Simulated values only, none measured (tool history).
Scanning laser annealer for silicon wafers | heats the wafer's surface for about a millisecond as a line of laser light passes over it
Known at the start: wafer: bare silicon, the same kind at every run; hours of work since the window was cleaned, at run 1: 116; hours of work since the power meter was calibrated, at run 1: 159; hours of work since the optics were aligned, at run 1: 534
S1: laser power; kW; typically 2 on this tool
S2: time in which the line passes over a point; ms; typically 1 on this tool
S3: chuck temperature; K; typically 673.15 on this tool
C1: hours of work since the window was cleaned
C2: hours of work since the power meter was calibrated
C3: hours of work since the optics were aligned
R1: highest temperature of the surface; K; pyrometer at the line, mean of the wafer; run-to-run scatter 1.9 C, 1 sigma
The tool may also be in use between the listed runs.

run	day	S1	S2	S3	C1	C2	C3	R1
1	0	2	1	673.15	116	159	534	1499.15
2	0.225	2	1	673.15	120	163	537	1500.15
3	0.604	2	1	673.15	126	168	543	1499.15
4	1.062	2	1	673.15	133	176	550	1498.15
5	1.367	2	1	673.15	138	180	555	1496.15
6	1.658	2	0.98	673.15	142	185	560	1490.15
7	2.067	2	0.98	673.15	149	191	566	1489.15
8	2.542	2	1	673.15	156	199	573	1495.15
9	3.029	2	1	673.15	164	206	581	1496.15
10	3.358	2	1	673.15	169	211	586	1499.15
11	3.825	2	1	673.15	176	219	593	1496.15
12	4.242	2	1	637.15	183	225	600	1459.15
13	4.458	2	1	673.15	186	229	603	1497.15
14	4.771	1.952	1	673.15	191	234	608	1473.15
15	5.162	1.952	1	673.15	197	240	614	1473.15
16	5.392	1.808	1	673.15	201	243	618	1412.15
17	5.633	2	1	673.15	204	247	622	1492.15
18	6.075	2	1	673.15	211	254	628	1494.15
19	6.442	2	1	673.15	217	260	634	1497.15
20	6.65	2	1	673.15	220	263	637	1493.15

Run 21 is up next; what results do you expect?
21	6.908	1.863	1	673.15	224	267	642	?

Run 21 yielded R1 1434.15 K.
With the hidden condition absent and the run-to-run variation left alone, this run would have shown R1 1451.15 K.

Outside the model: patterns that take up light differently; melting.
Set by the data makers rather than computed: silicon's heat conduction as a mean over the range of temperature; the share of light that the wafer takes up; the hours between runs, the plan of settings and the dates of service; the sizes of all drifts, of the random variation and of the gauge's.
